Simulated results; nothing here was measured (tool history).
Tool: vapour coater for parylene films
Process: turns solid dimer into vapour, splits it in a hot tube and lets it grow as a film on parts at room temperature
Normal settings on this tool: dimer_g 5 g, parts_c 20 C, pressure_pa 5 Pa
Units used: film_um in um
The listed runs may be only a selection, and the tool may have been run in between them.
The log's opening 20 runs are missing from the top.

run,hour,dimer_g,parts_c,pressure_pa,film_um
21,334.2,5,26,2.35,2.2
22,351.8,5,12,5,2.26
23,368.2,5,21,9.05,1.73
24,377.9,5,21,9.05,1.66
25,387.1,5,18,11,1.71
26,406.5,5,18,11,1.71
27,425.5,5,19,5,2.04
28,438.2,5,24,2.41,2.2
29,450,5,24,2.41,2.2
30,471.3,5,24,2.41,2.13
31,491.7,3,18,2.16,1.46
32,505.5,5,31,5.78,1.54
33,521.3,4,14,3.13,1.93
34,540.4,2,15,5,0.88
35,554.8,2,15,5,0.82
36,567.3,2,15,5,0.82
37,579.1,2,15,5,0.84

Here are 4 independent what-if runs from the current tool condition. What would each one return?
A,596.2,5,20,5,?
B,596.2,5,20,6.43,?
C,596.2,8,20,5,?
D,596.2,3,17,5.71,?

run,film_um
A,1.93
B,1.81
C,3.01
D,1.19
Take away the tool's hidden state, keep each run's random variation, and the runs would have read:
run,film_um
A,2.16
B,2.03
C,3.38
D,1.33

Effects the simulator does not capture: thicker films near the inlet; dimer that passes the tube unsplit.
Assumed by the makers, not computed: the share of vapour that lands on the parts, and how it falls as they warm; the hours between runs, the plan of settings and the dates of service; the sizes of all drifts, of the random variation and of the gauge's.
